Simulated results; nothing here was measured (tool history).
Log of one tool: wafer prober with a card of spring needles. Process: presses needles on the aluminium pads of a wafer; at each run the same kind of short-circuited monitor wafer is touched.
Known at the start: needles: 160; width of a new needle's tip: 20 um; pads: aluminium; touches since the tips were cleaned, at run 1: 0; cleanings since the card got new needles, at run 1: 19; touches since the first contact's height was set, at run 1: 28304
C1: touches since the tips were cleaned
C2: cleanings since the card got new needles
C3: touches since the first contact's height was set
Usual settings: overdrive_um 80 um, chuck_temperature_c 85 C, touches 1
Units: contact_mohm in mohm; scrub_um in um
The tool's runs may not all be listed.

{"run": 1, "hour": 0.0, "overdrive_um": 80, "chuck_temperature_c": 85, "touches": 1, "C1": 0, "C2": 19, "C3": 28304, "contact_mohm": 314, "scrub_um": 18.16}
{"run": 2, "hour": 17.6, "overdrive_um": 80, "chuck_temperature_c": 85, "touches": 1, "C1": 3023, "C2": 19, "C3": 31327, "contact_mohm": 430, "scrub_um": 18.2}
{"run": 3, "hour": 34.9, "overdrive_um": 80, "chuck_temperature_c": 117, "touches": 1, "C1": 5999, "C2": 19, "C3": 34303, "contact_mohm": 499, "scrub_um": 18.17}
{"hour": 46.9, "done": "tips cleaned on abrasive film"}
{"run": 4, "hour": 57.5, "overdrive_um": 80, "chuck_temperature_c": 117, "touches": 1, "C1": 1820, "C2": 20, "C3": 38166, "contact_mohm": 391, "scrub_um": 18.17}
{"run": 5, "hour": 80.7, "overdrive_um": 80, "chuck_temperature_c": 85, "touches": 1, "C1": 5791, "C2": 20, "C3": 42137, "contact_mohm": 500, "scrub_um": 18.17}
{"hour": 94.5, "done": "tips cleaned on abrasive film"}
{"run": 6, "hour": 111.3, "overdrive_um": 80, "chuck_temperature_c": 32, "touches": 1, "C1": 2876, "C2": 21, "C3": 47378, "contact_mohm": 419, "scrub_um": 18.13}
{"run": 7, "hour": 130.2, "overdrive_um": 80, "chuck_temperature_c": 32, "touches": 1, "C1": 6119, "C2": 21, "C3": 50621, "contact_mohm": 500, "scrub_um": 18.14}
{"hour": 141.7, "done": "tips cleaned on abrasive film"}
{"run": 8, "hour": 160.4, "overdrive_um": 80, "chuck_temperature_c": 32, "touches": 1, "C1": 3204, "C2": 22, "C3": 55794, "contact_mohm": 439, "scrub_um": 18.08}
{"hour": 187.2, "done": "tips cleaned on abrasive film"}
{"run": 9, "hour": 191.5, "overdrive_um": 80, "chuck_temperature_c": 32, "touches": 1, "C1": 738, "C2": 23, "C3": 61117, "contact_mohm": 341, "scrub_um": 18.11}
{"run": 10, "hour": 221.2, "overdrive_um": 80, "chuck_temperature_c": 32, "touches": 1, "C1": 5828, "C2": 23, "C3": 66207, "contact_mohm": 510, "scrub_um": 18.13}
{"hour": 233.4, "done": "tips cleaned on abrasive film"}
{"run": 11, "hour": 243.7, "overdrive_um": 80, "chuck_temperature_c": 85, "touches": 1, "C1": 1780, "C2": 24, "C3": 70065, "contact_mohm": 387, "scrub_um": 18.09}
{"hour": 248.3, "done": "height of the first contact set anew"}
{"run": 12, "hour": 266.4, "overdrive_um": 80, "chuck_temperature_c": 85, "touches": 1, "C1": 5619, "C2": 24, "C3": 3108, "contact_mohm": 484, "scrub_um": 18.22}
{"hour": 278.7, "done": "tips cleaned on abrasive film"}
{"run": 13, "hour": 305.7, "overdrive_um": 92, "chuck_temperature_c": 85, "touches": 1, "C1": 4641, "C2": 25, "C3": 9842, "contact_mohm": 429, "scrub_um": 20.93}
{"hour": 324.6, "done": "tips cleaned on abrasive film"}
{"run": 14, "hour": 335.3, "overdrive_um": 82, "chuck_temperature_c": 85, "touches": 1, "C1": 1850, "C2": 26, "C3": 14912, "contact_mohm": 384, "scrub_um": 18.65}
{"run": 15, "hour": 356.1, "overdrive_um": 82, "chuck_temperature_c": 85, "touches": 1, "C1": 5415, "C2": 26, "C3": 18477, "contact_mohm": 488, "scrub_um": 18.69}
{"hour": 369.6, "done": "tips cleaned on abrasive film"}
{"run": 16, "hour": 392.8, "overdrive_um": 66, "chuck_temperature_c": 85, "touches": 1, "C1": 3982, "C2": 27, "C3": 24768, "contact_mohm": 529, "scrub_um": 14.96}
{"run": 17, "hour": 411.0, "overdrive_um": 80, "chuck_temperature_c": 85, "touches": 2, "C1": 7107, "C2": 27, "C3": 27893, "contact_mohm": 424, "scrub_um": 18.18}
{"hour": 416.2, "done": "tips cleaned on abrasive film"}
{"run": 18, "hour": 444.1, "overdrive_um": 88, "chuck_temperature_c": 85, "touches": 1, "C1": 4787, "C2": 28, "C3": 33554, "contact_mohm": 440, "scrub_um": 19.99}
{"hour": 463.2, "done": "tips cleaned on abrasive film"}
{"run": 19, "hour": 465.9, "overdrive_um": 88, "chuck_temperature_c": 85, "touches": 1, "C1": 462, "C2": 29, "C3": 37280, "contact_mohm": 314, "scrub_um": 19.99}
{"run": 20, "hour": 501.3, "overdrive_um": 88, "chuck_temperature_c": 85, "touches": 1, "C1": 6542, "C2": 29, "C3": 43360, "contact_mohm": 475, "scrub_um": 19.97}
{"hour": 508.3, "done": "tips cleaned on abrasive film"}
{"run": 21, "hour": 527.5, "overdrive_um": 88, "chuck_temperature_c": 85, "touches": 1, "C1": 3290, "C2": 30, "C3": 47839, "contact_mohm": 401, "scrub_um": 19.96}
{"hour": 553.2, "done": "tips cleaned on abrasive film"}
{"run": 22, "hour": 567.2, "overdrive_um": 88, "chuck_temperature_c": 85, "touches": 1, "C1": 2400, "C2": 31, "C3": 54630, "contact_mohm": 392, "scrub_um": 19.94}
{"run": 23, "hour": 594.9, "overdrive_um": 77, "chuck_temperature_c": 50, "touches": 1, "C1": 7163, "C2": 31, "C3": 59393, "contact_mohm": 548, "scrub_um": 17.37}
{"hour": 600.9, "done": "tips cleaned on abrasive film"}
{"run": 24, "hour": 628.9, "overdrive_um": 77, "chuck_temperature_c": 50, "touches": 1, "C1": 4811, "C2": 32, "C3": 65217, "contact_mohm": 500, "scrub_um": 17.4}
{"hour": 646.0, "done": "tips cleaned on abrasive film"}
{"hour": 660.8, "done": "height of the first contact set anew"}
{"run": 25, "hour": 660.8, "overdrive_um": 79, "chuck_temperature_c": 85, "touches": 2, "C1": 2489, "C2": 33, "C3": 0, "contact_mohm": 361, "scrub_um": 18.01}
{"hour": 692.5, "done": "tips cleaned on abrasive film"}
{"run": 26, "hour": 696.1, "overdrive_um": 79, "chuck_temperature_c": 85, "touches": 2, "C1": 611, "C2": 34, "C3": 6041, "contact_mohm": 318, "scrub_um": 17.98}
{"run": 27, "hour": 714.9, "overdrive_um": 79, "chuck_temperature_c": 85, "touches": 2, "C1": 3842, "C2": 34, "C3": 9272, "contact_mohm": 387, "scrub_um": 18}
{"hour": 739.6, "done": "tips cleaned on abrasive film"}
{"run": 28, "hour": 741.7, "overdrive_um": 79, "chuck_temperature_c": 85, "touches": 1, "C1": 358, "C2": 35, "C3": 13861, "contact_mohm": 315, "scrub_um": 17.96}
{"run": 29, "hour": 775.0, "overdrive_um": 79, "chuck_temperature_c": 85, "touches": 1, "C1": 6079, "C2": 35, "C3": 19582, "contact_mohm": 521, "scrub_um": 17.98}
{"hour": 786.9, "done": "tips cleaned on abrasive film"}
{"run": 30, "hour": 806.2, "overdrive_um": 91, "chuck_temperature_c": 33, "touches": 1, "C1": 3322, "C2": 36, "C3": 24917, "contact_mohm": 400, "scrub_um": 20.73}
{"hour": 832.0, "done": "tips cleaned on abrasive film"}
{"run": 31, "hour": 839.0, "overdrive_um": 69, "chuck_temperature_c": 26, "touches": 2, "C1": 1207, "C2": 37, "C3": 30531, "contact_mohm": 342, "scrub_um": 15.67}
{"run": 32, "hour": 872.4, "overdrive_um": 64, "chuck_temperature_c": 85, "touches": 1, "C1": 6935, "C2": 37, "C3": 36259, "contact_mohm": 663, "scrub_um": 14.52}
{"hour": 877.1, "done": "tips cleaned on abrasive film"}
{"run": 33, "hour": 899.8, "overdrive_um": 74, "chuck_temperature_c": 85, "touches": 3, "C1": 3910, "C2": 38, "C3": 40958, "contact_mohm": 369, "scrub_um": 16.78}

Hidden state at the last listed run before each entry between runs and at the first one after, where it differs:
Between runs 3 and 4: tips cleaned on abrasive film (hour 46.9)
  debris on the tips, nm: 95.8 -> 45.9; way that the needles fall short of the set height, um: 0.31 -> 0.36; tips' diameter, um: 20.51 -> 20.52
  measured less the result without the state, contact_mohm: +203 -> +98 mohm; scrub_um: -0.07 -> -0.09 um
Between runs 5 and 6: tips cleaned on abrasive film (hour 94.5)
  debris on the tips, nm: 97 -> 60.6; way that the needles fall short of the set height, um: 0.36 -> 0.41; tips' diameter, um: 20.52 -> 20.54
  measured less the result without the state, contact_mohm: +217 -> +149 mohm; scrub_um: -0.08 -> -0.09 um
Between runs 7 and 8: tips cleaned on abrasive film (hour 141.7)
  debris on the tips, nm: 96.5 -> 68.8; way that the needles fall short of the set height, um: 0.41 -> 0.49; tips' diameter, um: 20.54 -> 20.57
  measured less the result without the state, contact_mohm: +234 -> +169 mohm; scrub_um: -0.09 -> -0.12 um
Between runs 8 and 9: tips cleaned on abrasive film (hour 187.2)
  debris on the tips, nm: 68.8 -> 28.6; way that the needles fall short of the set height, um: 0.49 -> 0.56; tips' diameter, um: 20.57 -> 20.6
  measured less the result without the state, contact_mohm: +169 -> +71 mohm; scrub_um: -0.12 -> -0.13 um
Between runs 10 and 11: tips cleaned on abrasive film (hour 233.4)
  debris on the tips, nm: 97.8 -> 46.4; way that the needles fall short of the set height, um: 0.56 -> 0.64; tips' diameter, um: 20.6 -> 20.62
  measured less the result without the state, contact_mohm: +241 -> +105 mohm; scrub_um: -0.13 -> -0.15 um
Between runs 11 and 12: height of the first contact set anew (hour 248.3)
  debris on the tips, nm: 46.4 -> 91.8; way that the needles fall short of the set height, um: 0.64 -> 0
  measured less the result without the state, contact_mohm: +105 -> +203 mohm; scrub_um: -0.15 -> +0 um
Between runs 12 and 13: tips cleaned on abrasive film (hour 278.7)
  debris on the tips, nm: 91.8 -> 88.4; way that the needles fall short of the set height, um: 0 -> 0.05; tips' diameter, um: 20.62 -> 20.64
  measured less the result without the state, contact_mohm: +203 -> +151 mohm; scrub_um: +0 -> -0.01 um
Between runs 13 and 14: tips cleaned on abrasive film (hour 324.6)
  debris on the tips, nm: 88.4 -> 45.4; way that the needles fall short of the set height, um: 0.05 -> 0.14; tips' diameter, um: 20.64 -> 20.67
  measured less the result without the state, contact_mohm: +151 -> +99 mohm; scrub_um: -0.01 -> -0.04 um
Between runs 15 and 16: tips cleaned on abrasive film (hour 369.6)
  debris on the tips, nm: 92 -> 75.4; way that the needles fall short of the set height, um: 0.14 -> 0.22; tips' diameter, um: 20.67 -> 20.7
  measured less the result without the state, contact_mohm: +201 -> +243 mohm; scrub_um: -0.03 -> -0.05 um
Between runs 17 and 18: tips cleaned on abrasive film (hour 416.2)
  debris on the tips, nm: 105.5 -> 83.3; way that the needles fall short of the set height, um: 0.22 -> 0.3; tips' diameter, um: 20.7 -> 20.73
  measured less the result without the state, contact_mohm: +142 -> +158 mohm; scrub_um: -0.05 -> -0.06 um
Between runs 18 and 19: tips cleaned on abrasive film (hour 463.2)
  debris on the tips, nm: 83.3 -> 17.6; way that the needles fall short of the set height, um: 0.3 -> 0.39; tips' diameter, um: 20.73 -> 20.76
  measured less the result without the state, contact_mohm: +158 -> +34 mohm; scrub_um: -0.06 -> -0.09 um
Between runs 20 and 21: tips cleaned on abrasive film (hour 508.3)
  debris on the tips, nm: 102.9 -> 64; way that the needles fall short of the set height, um: 0.39 -> 0.47; tips' diameter, um: 20.76 -> 20.78
  measured less the result without the state, contact_mohm: +195 -> +122 mohm; scrub_um: -0.09 -> -0.11 um
Between runs 21 and 22: tips cleaned on abrasive film (hour 553.2)
  debris on the tips, nm: 64 -> 55.5; way that the needles fall short of the set height, um: 0.47 -> 0.55; tips' diameter, um: 20.78 -> 20.81
  measured less the result without the state, contact_mohm: +122 -> +107 mohm; scrub_um: -0.11 -> -0.13 um
Between runs 23 and 24: tips cleaned on abrasive film (hour 600.9)
  debris on the tips, nm: 107.1 -> 87.9; way that the needles fall short of the set height, um: 0.55 -> 0.61; tips' diameter, um: 20.81 -> 20.83
  measured less the result without the state, contact_mohm: +277 -> +228 mohm; scrub_um: -0.12 -> -0.13 um
Between runs 24 and 25: tips cleaned on abrasive film (hour 646); height of the first contact set anew (hour 660.8)
  debris on the tips, nm: 87.9 -> 56.2; way that the needles fall short of the set height, um: 0.61 -> 0; tips' diameter, um: 20.83 -> 20.86
  measured less the result without the state, contact_mohm: +228 -> +78 mohm; scrub_um: -0.13 -> +0 um
Between runs 25 and 26: tips cleaned on abrasive film (hour 692.5)
  debris on the tips, nm: 56.2 -> 22.1; way that the needles fall short of the set height, um: 0 -> 0.08; tips' diameter, um: 20.86 -> 20.89
  measured less the result without the state, contact_mohm: +78 -> +32 mohm; scrub_um: +0 -> -0.02 um
Between runs 27 and 28: tips cleaned on abrasive film (hour 739.6)
  debris on the tips, nm: 73.4 -> 15.4; way that the needles fall short of the set height, um: 0.08 -> 0.14; tips' diameter, um: 20.89 -> 20.91
  measured less the result without the state, contact_mohm: +104 -> +37 mohm; scrub_um: -0.01 -> -0.03 um
Between runs 29 and 30: tips cleaned on abrasive film (hour 786.9)
  debris on the tips, nm: 98.3 -> 71; way that the needles fall short of the set height, um: 0.14 -> 0.2; tips' diameter, um: 20.91 -> 20.93
  measured less the result without the state, contact_mohm: +234 -> +138 mohm; scrub_um: -0.03 -> -0.05 um
Between runs 30 and 31: tips cleaned on abrasive film (hour 832)
  debris on the tips, nm: 71 -> 33.6; way that the needles fall short of the set height, um: 0.2 -> 0.29; tips' diameter, um: 20.93 -> 20.96
  measured less the result without the state, contact_mohm: +138 -> +70 mohm; scrub_um: -0.05 -> -0.07 um
Between runs 32 and 33: tips cleaned on abrasive film (hour 877.1)
  debris on the tips, nm: 105.1 -> 81.8; way that the needles fall short of the set height, um: 0.29 -> 0.38; tips' diameter, um: 20.96 -> 20.99
  measured less the result without the state, contact_mohm: +372 -> +81 mohm; scrub_um: -0.07 -> -0.09 um
